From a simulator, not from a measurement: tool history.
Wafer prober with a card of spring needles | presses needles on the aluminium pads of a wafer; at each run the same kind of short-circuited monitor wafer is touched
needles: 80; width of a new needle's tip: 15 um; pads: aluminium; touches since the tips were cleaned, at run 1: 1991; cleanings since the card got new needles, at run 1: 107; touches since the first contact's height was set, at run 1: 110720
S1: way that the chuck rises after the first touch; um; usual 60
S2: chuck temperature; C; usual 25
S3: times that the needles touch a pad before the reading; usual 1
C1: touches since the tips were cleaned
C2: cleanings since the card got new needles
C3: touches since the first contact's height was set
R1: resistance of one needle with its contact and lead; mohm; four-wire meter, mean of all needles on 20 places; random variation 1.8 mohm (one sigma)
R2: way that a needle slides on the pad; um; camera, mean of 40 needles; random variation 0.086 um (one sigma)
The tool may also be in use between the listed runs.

run,hour,S1,S2,S3,C1,C2,C3,R1,R2
1,0,60,25,1,1991,107,110720,241,13.95
# hour 2.1: tips cleaned on abrasive film
# hour 11.6: tips cleaned on abrasive film
2,18.6,42,25,1,1941,109,115838,304,9.37
# hour 20.7: tips cleaned on abrasive film
# hour 29.7: tips cleaned on abrasive film
# hour 39.1: tips cleaned on abrasive film
3,45.1,42,25,1,1667,112,123129,291,9.27
# hour 47.2: tips cleaned on abrasive film
# hour 56.5: tips cleaned on abrasive film
# hour 66.3: tips cleaned on abrasive film
4,71.6,60,25,1,1478,115,130396,233,13.67
# hour 75.6: tips cleaned on abrasive film
# hour 83.6: tips cleaned on abrasive film
# hour 93.3: tips cleaned on abrasive film
5,96,60,25,1,740,118,137092,222,13.61
# hour 101.6: tips cleaned on abrasive film
# hour 109.6: tips cleaned on abrasive film
# hour 119.1: tips cleaned on abrasive film
6,125.2,60,25,1,1700,121,145131,250,13.55
# hour 127.2: tips cleaned on abrasive film
# hour 135.2: tips cleaned on abrasive film
# hour 144.6: tips cleaned on abrasive film
7,149.3,60,25,1,1328,124,151770,234,13.61
# hour 153.4: tips cleaned on abrasive film
# hour 162.9: tips cleaned on abrasive film
8,170.6,60,36,1,2154,126,157633,250,13.46
# hour 172.4: tips cleaned on abrasive film
# hour 181.6: tips cleaned on abrasive film
# hour 189.6: tips cleaned on abrasive film
# hour 197.9: tips cleaned on abrasive film
9,197.9,60,36,1,0,130,165105,201,13.31
# hour 200.2: height of the first contact set anew
# hour 207.6: tips cleaned on abrasive film
# hour 215.6: tips cleaned on abrasive film
10,216.1,60,27,1,141,132,4381,208,12.54
# hour 224.1: tips cleaned on abrasive film
# hour 233.8: tips cleaned on abrasive film
11,239.4,58,25,1,1559,134,10786,260,12.05
# hour 243.4: tips cleaned on abrasive film
# hour 253.3: tips cleaned on abrasive film
# hour 263.1: tips cleaned on abrasive film
12,268.6,60,25,1,1525,137,18827,253,12.4
# hour 272.6: tips cleaned on abrasive film
# hour 282.6: tips cleaned on abrasive film
13,286,60,30,1,944,139,23614,239,12.37
# hour 292: tips cleaned on abrasive film
# hour 302: tips cleaned on abrasive film
# hour 311.9: tips cleaned on abrasive film
14,313.1,60,85,1,338,142,31074,228,12.22
# hour 317.4: height of the first contact set anew, once more
# hour 321.2: tips cleaned on abrasive film
# hour 330.9: tips cleaned on abrasive film
# hour 340.8: tips cleaned on abrasive film
# hour 349.9: tips cleaned on abrasive film
15,349.9,58,39,1,0,146,8933,200,14.48
# hour 359.7: tips cleaned on abrasive film
# hour 369.4: tips cleaned on abrasive film
# hour 379.1: tips cleaned on abrasive film
16,380.7,58,39,1,466,149,17419,211,14.45
# hour 388.6: tips cleaned on abrasive film
# hour 398.3: tips cleaned on abrasive film
17,402.6,58,39,1,1188,151,23428,235,14.38
# hour 406.6: tips cleaned on abrasive film
# hour 414.6: tips cleaned on abrasive film
# hour 424.5: tips cleaned on abrasive film
18,431.9,41,32,2,2047,154,31493,270,9.91
# hour 433.9: tips cleaned on abrasive film
# hour 443.6: tips cleaned on abrasive film
# hour 452.5: tips cleaned on abrasive film
19,452.5,75,25,1,0,157,37142,190,18.26
# hour 460.5: tips cleaned on abrasive film
# hour 470.3: tips cleaned on abrasive film
# hour 480.1: tips cleaned on abrasive film
20,486.5,75,25,1,1772,160,46523,219,18.32
# hour 488.6: tips cleaned on abrasive film
# hour 498.5: tips cleaned on abrasive film
# hour 510.5: card fitted with new needles
# hour 520.5: tips cleaned on abrasive film
21,527.3,75,60,1,1881,1,4626,208,18.95
# hour 529.4: tips cleaned on abrasive film
# hour 539: tips cleaned on abrasive film
# hour 549: tips cleaned on abrasive film
22,549.5,49,49,2,150,4,10728,200,12.33
# hour 557.3: tips cleaned on abrasive film
# hour 567.3: tips cleaned on abrasive film
# hour 575.8: tips cleaned on abrasive film
23,575.8,57,38,3,0,7,17945,189,14.06
# hour 585.3: tips cleaned on abrasive film
# hour 594.8: tips cleaned on abrasive film
24,595.6,47,38,1,213,9,23386,206,11.46
# hour 603.5: tips cleaned on abrasive film
# hour 612.8: tips cleaned on abrasive film
25,612.8,51,38,2,0,11,28111,189,12.38
# hour 620.8: tips cleaned on abrasive film
# hour 630.4: tips cleaned on abrasive film
# hour 640.2: tips cleaned on abrasive film
26,646.1,50,73,1,1656,14,37306,243,12.2
# hour 648.2: tips cleaned on abrasive film
# hour 658: tips cleaned on abrasive film
# hour 667.8: tips cleaned on abrasive film
27,668.3,50,73,1,152,17,43392,205,11.92

Forecast each of these 4 alternatives for the next run:
# hour 676.3: tips cleaned on abrasive film
# hour 686.1: tips cleaned on abrasive film
A,688.6,45,26,2,702,19,48990,?,?
# hour 676.3: tips cleaned on abrasive film
# hour 686.1: tips cleaned on abrasive film
B,688.6,60,51,1,702,19,48990,?,?
# hour 676.3: tips cleaned on abrasive film
# hour 686.1: tips cleaned on abrasive film
C,688.6,50,29,3,702,19,48990,?,?
# hour 676.3: tips cleaned on abrasive film
# hour 686.1: tips cleaned on abrasive film
D,688.6,60,25,1,702,19,48990,?,?

run,R1,R2
A,206,10.87
B,205,14.56
C,196,12.04
D,204,14.61
Without the tool's hidden state the same runs would have given:
run,R1,R2
A,187,11.37
B,188,15.06
C,186,12.54
D,186,15.11
